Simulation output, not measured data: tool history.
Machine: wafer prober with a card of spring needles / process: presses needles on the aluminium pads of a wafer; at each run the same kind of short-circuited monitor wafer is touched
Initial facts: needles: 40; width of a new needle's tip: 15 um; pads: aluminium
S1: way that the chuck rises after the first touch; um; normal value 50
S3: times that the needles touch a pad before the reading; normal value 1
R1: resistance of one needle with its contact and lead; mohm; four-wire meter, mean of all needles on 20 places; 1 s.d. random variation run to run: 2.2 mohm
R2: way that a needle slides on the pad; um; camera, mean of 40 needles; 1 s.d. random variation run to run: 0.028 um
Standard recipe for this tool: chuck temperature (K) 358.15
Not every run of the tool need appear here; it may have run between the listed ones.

run 1 hour=0.0 | S1=50 chuck_temperature_(K)=358.15 S3=1 | R1=561 R2=8.76
-- hour=9.7 tips cleaned on abrasive film
-- hour=22.5 tips cleaned on abrasive film
-- hour=35.4 tips cleaned on abrasive film
run 2 hour=36.6 | S1=50 chuck_temperature_(K)=358.15 S3=1 | R1=387 R2=8.72
-- hour=49.5 tips cleaned on abrasive film
-- hour=65.4 tips cleaned on abrasive film
-- hour=78.2 tips cleaned on abrasive film
-- hour=94.3 tips cleaned on abrasive film
run 3 hour=103.8 | S1=50 chuck_temperature_(K)=358.15 S3=1 | R1=657 R2=8.69
-- hour=110.3 tips cleaned on abrasive film
-- hour=117.0 height of the first contact set anew
-- hour=126.6 tips cleaned on abrasive film
-- hour=139.5 tips cleaned on abrasive film
run 4 hour=139.9 | S1=50 chuck_temperature_(K)=358.15 S3=1 | R1=332 R2=8.47
-- hour=152.8 tips cleaned on abrasive film
-- hour=168.8 tips cleaned on abrasive film
-- hour=181.7 tips cleaned on abrasive film
run 5 hour=181.9 | S1=33 chuck_temperature_(K)=358.15 S3=1 | R1=414 R2=5.24
-- hour=194.8 tips cleaned on abrasive film
-- hour=207.6 tips cleaned on abrasive film
-- hour=220.5 tips cleaned on abrasive film
run 6 hour=228.1 | S1=50 chuck_temperature_(K)=326.15 S3=1 | R1=678 R2=8.35
-- hour=234.5 tips cleaned on abrasive film
-- hour=247.4 tips cleaned on abrasive film
-- hour=261.5 tips cleaned on abrasive film
run 7 hour=261.5 | S1=53 chuck_temperature_(K)=326.15 S3=1 | R1=296 R2=8.89
-- hour=274.4 tips cleaned on abrasive film
-- hour=287.4 height of the first contact set anew, once more
-- hour=287.5 tips cleaned on abrasive film
-- hour=303.5 tips cleaned on abrasive film
-- hour=319.3 tips cleaned on abrasive film
-- hour=332.2 tips cleaned on abrasive film
run 8 hour=332.8 | S1=50 chuck_temperature_(K)=358.15 S3=2 | R1=297 R2=9.18
-- hour=345.5 tips cleaned on abrasive film
-- hour=361.5 tips cleaned on abrasive film
-- hour=377.6 tips cleaned on abrasive film
-- hour=393.6 tips cleaned on abrasive film
run 9 hour=406.1 | S1=50 chuck_temperature_(K)=358.15 S3=1 | R1=673 R2=9.16
-- hour=409.4 tips cleaned on abrasive film
-- hour=422.3 tips cleaned on abrasive film
-- hour=435.1 tips cleaned on abrasive film
-- hour=451.0 tips cleaned on abrasive film
run 10 hour=458.1 | S1=50 chuck_temperature_(K)=358.15 S3=1 | R1=621 R2=9.06
-- hour=464.6 tips cleaned on abrasive film
-- hour=480.5 tips cleaned on abrasive film
-- hour=496.5 tips cleaned on abrasive film
-- hour=509.4 tips cleaned on abrasive film
run 11 hour=512.7 | S1=50 chuck_temperature_(K)=358.15 S3=1 | R1=562 R2=8.94
-- hour=522.4 tips cleaned on abrasive film
-- hour=535.2 tips cleaned on abrasive film
-- hour=548.1 tips cleaned on abrasive film
-- hour=560.9 tips cleaned on abrasive film
run 12 hour=569.6 | S1=50 chuck_temperature_(K)=358.15 S3=1 | R1=661 R2=8.95
-- hour=576.1 tips cleaned on abrasive film
-- hour=588.9 tips cleaned on abrasive film
-- hour=605.0 tips cleaned on abrasive film
-- hour=621.0 tips cleaned on abrasive film
-- hour=637.0 tips cleaned on abrasive film
run 13 hour=643.0 | S1=50 chuck_temperature_(K)=358.15 S3=1 | R1=603 R2=8.83
-- hour=652.6 tips cleaned on abrasive film
-- hour=668.7 tips cleaned on abrasive film
-- hour=681.5 tips cleaned on abrasive film
run 14 hour=687.2 | S1=50 chuck_temperature_(K)=358.15 S3=1 | R1=623 R2=8.74
-- hour=696.8 tips cleaned on abrasive film
-- hour=709.7 tips cleaned on abrasive film
-- hour=722.6 tips cleaned on abrasive film
-- hour=735.4 tips cleaned on abrasive film
-- hour=748.3 tips cleaned on abrasive film
run 15 hour=757.8 | S1=50 chuck_temperature_(K)=358.15 S3=1 | R1=719 R2=8.71
-- hour=764.2 tips cleaned on abrasive film
-- hour=777.0 tips cleaned on abrasive film
-- hour=783.6 height of the first contact set anew
-- hour=793.3 tips cleaned on abrasive film
-- hour=809.3 tips cleaned on abrasive film
-- hour=822.2 tips cleaned on abrasive film
run 16 hour=825.9 | S1=50 chuck_temperature_(K)=358.15 S3=2 | R1=432 R2=9.16
-- hour=835.6 tips cleaned on abrasive film
-- hour=848.4 tips cleaned on abrasive film
-- hour=861.3 tips cleaned on abrasive film
-- hour=874.1 tips cleaned on abrasive film
-- hour=890.0 tips cleaned on abrasive film
run 17 hour=890.4 | S1=57 chuck_temperature_(K)=397.15 S3=1 | R1=304 R2=10.45
-- hour=903.1 tips cleaned on abrasive film
-- hour=919.1 tips cleaned on abrasive film
run 18 hour=928.2 | S1=58 chuck_temperature_(K)=300.15 S3=1 | R1=587 R2=10.60
-- hour=934.6 tips cleaned on abrasive film
-- hour=947.5 tips cleaned on abrasive film
-- hour=963.5 tips cleaned on abrasive film
-- hour=976.4 tips cleaned on abrasive film
-- hour=989.2 tips cleaned on abrasive film
run 19 hour=1000.2 | S1=57 chuck_temperature_(K)=393.15 S3=1 | R1=601 R2=10.37
-- hour=1003.5 tips cleaned on abrasive film
-- hour=1016.3 tips cleaned on abrasive film
-- hour=1029.2 tips cleaned on abrasive film
-- hour=1043.4 tips cleaned on abrasive film
run 20 hour=1043.4 | S1=57 chuck_temperature_(K)=393.15 S3=1 | R1=287 R2=10.24
-- hour=1056.2 tips cleaned on abrasive film
-- hour=1069.1 tips cleaned on abrasive film
-- hour=1082.3 tips cleaned on abrasive film
run 21 hour=1082.3 | S1=57 chuck_temperature_(K)=393.15 S3=1 | R1=302 R2=10.17
-- hour=1098.4 tips cleaned on abrasive film
-- hour=1111.2 tips cleaned on abrasive film
run 22 hour=1114.5 | S1=50 chuck_temperature_(K)=305.15 S3=1 | R1=615 R2=8.89
-- hour=1124.1 tips cleaned on abrasive film
-- hour=1137.0 tips cleaned on abrasive film
-- hour=1152.9 tips cleaned on abrasive film
-- hour=1165.8 tips cleaned on abrasive film
-- hour=1181.7 tips cleaned on abrasive film
run 23 hour=1188.3 | S1=52 chuck_temperature_(K)=314.15 S3=2 | R1=493 R2=9.18
-- hour=1194.8 tips cleaned on abrasive film
-- hour=1210.8 tips cleaned on abrasive film
-- hour=1223.7 tips cleaned on abrasive film
run 24 hour=1232.7 | S1=54 chuck_temperature_(K)=322.15 S3=3 | R1=412 R2=9.51
-- hour=1239.1 tips cleaned on abrasive film
-- hour=1252.0 tips cleaned on abrasive film
-- hour=1268.0 tips cleaned on abrasive film
-- hour=1280.9 tips cleaned on abrasive film
-- hour=1281.2 height of the first contact set anew
-- hour=1294.0 tips cleaned on abrasive film
run 25 hour=1304.9 | S1=69 chuck_temperature_(K)=358.15 S3=1 | R1=493 R2=12.75
-- hour=1308.2 tips cleaned on abrasive film
-- hour=1324.1 tips cleaned on abrasive film
-- hour=1337.0 tips cleaned on abrasive film
run 26 hour=1338.4 | S1=68 chuck_temperature_(K)=379.15 S3=2 | R1=315 R2=12.53

Below, some changes in R1 between adjacent runs. For each, the amount present without the hidden state too (settings, incoming material, random variation) and the amount remaining for the hidden state with gauge scatter not shared by both compared results:
What the log doesn't record here: debris on the tips, nm; way that the needles fall short of the set height, um; tips' diameter, um; drift of the gauge itself on contact_mohm, %; drift of the gauge itself on scrub_um, %.
Run 6 -> 7: S1 50 -> 53, tips cleaned on abrasive film, tips cleaned on abrasive film, tips cleaned on abrasive film. R1 -382 mohm: hidden state -378, all else -4.
Run 8 -> 9: S3 2 -> 1, tips cleaned on abrasive film, tips cleaned on abrasive film, tips cleaned on abrasive film, tips cleaned on abrasive film. R1 +376 mohm: hidden state +369, all else +7.
